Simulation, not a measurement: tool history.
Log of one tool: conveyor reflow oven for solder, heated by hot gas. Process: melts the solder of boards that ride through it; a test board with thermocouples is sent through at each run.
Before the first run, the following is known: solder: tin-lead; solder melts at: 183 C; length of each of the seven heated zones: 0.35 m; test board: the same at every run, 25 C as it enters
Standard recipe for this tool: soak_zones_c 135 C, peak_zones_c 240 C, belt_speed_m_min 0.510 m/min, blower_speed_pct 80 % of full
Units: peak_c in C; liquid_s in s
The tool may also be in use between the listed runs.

| run | hour | soak_zones_c | peak_zones_c | belt_speed_m_min | blower_speed_pct | peak_c | liquid_s |
|---|---|---|---|---|---|---|---|
| 1 | 0.0 | 135 | 240 | 0.510 | 80 | 226.0 | 67.8 |
|  | 26.0 | flux residue cleaned out of gas plates and filters |
| 2 | 71.5 | 135 | 240 | 0.510 | 80 | 226.6 | 68.3 |
| 3 | 111.1 | 135 | 240 | 0.510 | 80 | 226.8 | 68.5 |
| 4 | 171.0 | 135 | 240 | 0.510 | 80 | 226.5 | 68.1 |
| 5 | 206.1 | 135 | 240 | 0.510 | 80 | 226.5 | 68.0 |
| 6 | 249.5 | 135 | 240 | 0.510 | 80 | 226.3 | 68.3 |
|  | 287.5 | flux residue cleaned out of gas plates and filters |
| 7 | 298.0 | 138 | 240 | 0.510 | 80 | 227.5 | 70.1 |
| 8 | 336.6 | 138 | 240 | 0.510 | 81 | 227.7 | 69.9 |
| 9 | 385.6 | 138 | 240 | 0.510 | 81 | 227.8 | 70.0 |
| 10 | 415.5 | 138 | 240 | 0.510 | 81 | 227.7 | 70.1 |
| 11 | 450.5 | 138 | 240 | 0.510 | 81 | 227.7 | 70.0 |
| 12 | 491.7 | 138 | 240 | 0.510 | 81 | 227.6 | 70.2 |
| 13 | 523.9 | 138 | 240 | 0.510 | 81 | 227.6 | 70.2 |
|  | 549.3 | flux residue cleaned out of gas plates and filters |
| 14 | 589.4 | 135 | 240 | 0.510 | 80 | 227.4 | 69.1 |
|  | 620.9 | thermocouples of zones 6 and 7 changed |
| 15 | 625.3 | 135 | 240 | 0.510 | 80 | 226.2 | 68.3 |
| 16 | 686.6 | 144 | 236 | 0.604 | 58 | 212.4 | 48.9 |
| 17 | 745.8 | 140 | 236 | 0.444 | 86 | 227.5 | 82.7 |
| 18 | 794.9 | 147 | 237 | 0.510 | 80 | 225.0 | 71.9 |
|  | 814.5 | flux residue cleaned out of gas plates and filters |
| 19 | 855.1 | 147 | 237 | 0.510 | 80 | 225.8 | 72.4 |
| 20 | 921.6 | 128 | 240 | 0.510 | 60 | 219.7 | 60.7 |
| 21 | 972.5 | 144 | 253 | 0.510 | 60 | 234.0 | 76.1 |
| 22 | 1004.0 | 144 | 253 | 0.510 | 60 | 233.8 | 76.1 |
| 23 | 1045.4 | 144 | 253 | 0.510 | 60 | 234.1 | 75.9 |
|  | 1078.6 | flux residue cleaned out of gas plates and filters |
| 24 | 1096.3 | 144 | 253 | 0.510 | 60 | 235.0 | 77.0 |
| 25 | 1126.1 | 132 | 253 | 0.520 | 74 | 236.3 | 72.0 |
| 26 | 1161.1 | 132 | 253 | 0.520 | 52 | 228.2 | 66.5 |
|  | 1191.6 | belt drive overhauled, speed set with a stopwatch |
| 27 | 1208.0 | 132 | 254 | 0.459 | 57 | 236.1 | 80.3 |
| 28 | 1248.7 | 123 | 240 | 0.413 | 80 | 231.3 | 84.3 |
| 29 | 1296.2 | 123 | 242 | 0.570 | 57 | 214.0 | 46.8 |

What if the next run were any one of these 3? Each begins from the tool's condition after run 29:
| A | 1331.8 | 136 | 242 | 0.570 | 57 | ? | ? |
| B | 1331.8 | 135 | 229 | 0.523 | 61 | ? | ? |
| C | 1331.8 | 135 | 244 | 0.423 | 80 | ? | ? |

| run | peak_c | liquid_s |
|---|---|---|
| A | 217.2 | 53.2 |
| B | 211.1 | 52.7 |
| C | 235.2 | 88.5 |
Take away the tool's hidden state, keep each run's random variation, and the runs would have read:
| run | peak_c | liquid_s |
|---|---|---|
| A | 217.0 | 53.1 |
| B | 210.7 | 52.6 |
| C | 234.7 | 88.2 |
